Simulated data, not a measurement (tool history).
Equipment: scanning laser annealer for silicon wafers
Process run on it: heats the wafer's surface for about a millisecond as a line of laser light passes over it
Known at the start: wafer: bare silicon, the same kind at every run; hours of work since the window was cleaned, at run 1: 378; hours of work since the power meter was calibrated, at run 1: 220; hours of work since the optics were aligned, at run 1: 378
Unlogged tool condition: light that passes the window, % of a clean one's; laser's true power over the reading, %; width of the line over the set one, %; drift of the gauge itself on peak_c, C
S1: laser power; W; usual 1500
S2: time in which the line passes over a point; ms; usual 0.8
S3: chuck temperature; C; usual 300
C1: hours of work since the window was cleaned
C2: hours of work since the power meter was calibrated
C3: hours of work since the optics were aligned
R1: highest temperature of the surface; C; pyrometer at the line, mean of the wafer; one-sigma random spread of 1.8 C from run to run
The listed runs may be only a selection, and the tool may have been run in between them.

| run | hour | S1 | S2 | S3 | C1 | C2 | C3 | R1 |
|---|---|---|---|---|---|---|---|---|
| 1 | 0 | 1500 | 0.8 | 300 | 378 | 220 | 378 | 1043 |
| 2 | 20.6 | 1500 | 0.8 | 300 | 387 | 230 | 387 | 1045 |
| 3 | 43.7 | 1500 | 0.8 | 300 | 398 | 241 | 398 | 1043 |
| 4 | 70 | 1500 | 0.8 | 300 | 411 | 253 | 411 | 1043 |
| 5 | 85 | 1500 | 0.8 | 300 | 418 | 260 | 418 | 1040 |
| 6 | 111 | 1500 | 0.8 | 300 | 430 | 273 | 430 | 1043 |
| 7 | 125.7 | 1500 | 0.8 | 300 | 437 | 280 | 437 | 1038 |
| 8 | 155.5 | 1500 | 0.8 | 300 | 452 | 294 | 452 | 1041 |
| 9 | 170.8 | 1500 | 0.8 | 300 | 459 | 301 | 459 | 1040 |
| 10 | 188.3 | 1500 | 0.8 | 300 | 467 | 309 | 467 | 1042 |
| 11 | 214.3 | 1500 | 0.8 | 311 | 479 | 322 | 479 | 1051 |
| 12 | 234.9 | 1500 | 0.8 | 311 | 489 | 332 | 489 | 1048 |
| 13 | 250.9 | 1500 | 0.8 | 300 | 497 | 339 | 497 | 1036 |
| 14 | 281.3 | 1500 | 0.8 | 300 | 511 | 354 | 511 | 1037 |
| 15 | 302.3 | 1500 | 0.8 | 300 | 521 | 364 | 521 | 1034 |
| 16 | 316.7 | 1500 | 0.8 | 300 | 528 | 370 | 528 | 1031 |
| 17 | 342.1 | 1443 | 0.8 | 300 | 540 | 383 | 540 | 1003 |
| 18 | 360 | 1443 | 0.8 | 300 | 549 | 391 | 549 | 1001 |
|  | 364 | window over the wafer cleaned |
| 19 | 391.6 | 1500 | 0.8 | 300 | 13 | 405 | 563 | 1020 |
| 20 | 409.8 | 1500 | 0.8 | 300 | 22 | 414 | 572 | 1018 |
| 21 | 423.2 | 1500 | 0.8 | 300 | 28 | 420 | 578 | 1016 |
| 22 | 447.8 | 1500 | 0.842 | 330 | 40 | 432 | 590 | 1066 |
|  | 463.6 | window over the wafer cleaned, once more |
| 23 | 474.3 | 1526 | 0.736 | 330 | 5 | 444 | 601 | 1074 |
| 24 | 490.7 | 1526 | 0.736 | 330 | 13 | 451 | 609 | 1075 |
| 25 | 506.9 | 1379 | 0.9 | 274 | 21 | 459 | 617 | 1012 |
| 26 | 532.4 | 1358 | 0.589 | 294 | 33 | 471 | 629 | 865 |
| 27 | 552.9 | 1500 | 0.8 | 261 | 42 | 481 | 639 | 1017 |
| 28 | 578.3 | 1593 | 0.784 | 300 | 55 | 493 | 651 | 1105 |
| 29 | 594.5 | 1593 | 0.784 | 300 | 62 | 501 | 658 | 1106 |
| 30 | 615.8 | 1593 | 0.784 | 300 | 72 | 511 | 668 | 1105 |
| 31 | 637.3 | 1287 | 0.664 | 302 | 83 | 521 | 679 | 873 |
| 32 | 658.8 | 1506 | 0.904 | 290 | 93 | 531 | 689 | 1107 |
| 33 | 679.3 | 1407 | 0.8 | 300 | 103 | 541 | 699 | 1004 |
| 34 | 702.3 | 1526 | 0.915 | 300 | 113 | 552 | 710 | 1128 |
| 35 | 722.8 | 1500 | 0.954 | 300 | 123 | 562 | 719 | 1131 |
| 36 | 746.6 | 1452 | 0.904 | 280 | 135 | 573 | 731 | 1058 |
| 37 | 771.8 | 1452 | 0.904 | 280 | 147 | 585 | 743 | 1057 |
| 38 | 794.4 | 1452 | 0.904 | 280 | 157 | 596 | 753 | 1057 |
| 39 | 812.9 | 1499 | 0.8 | 300 | 166 | 604 | 762 | 1053 |
| 40 | 828.9 | 1499 | 0.8 | 300 | 174 | 612 | 770 | 1055 |

Predict each of these 4 candidate next runs independently; none follows another, all start after run 40:
| A | 846 | 1499 | 0.783 | 304 | 182 | 620 | 778 | ? |
| B | 846 | 1499 | 0.684 | 317 | 182 | 620 | 778 | ? |
| C | 846 | 1500 | 0.8 | 331 | 182 | 620 | 778 | ? |
| D | 846 | 1548 | 0.942 | 318 | 182 | 620 | 778 | ? |

| run | R1 |
|---|---|
| A | 1046 |
| B | 1006 |
| C | 1083 |
| D | 1174 |
Take away the tool's hidden state, keep each run's random variation, and the runs would have read:
| run | R1 |
|---|---|
| A | 1062 |
| B | 1021 |
| C | 1099 |
| D | 1193 |
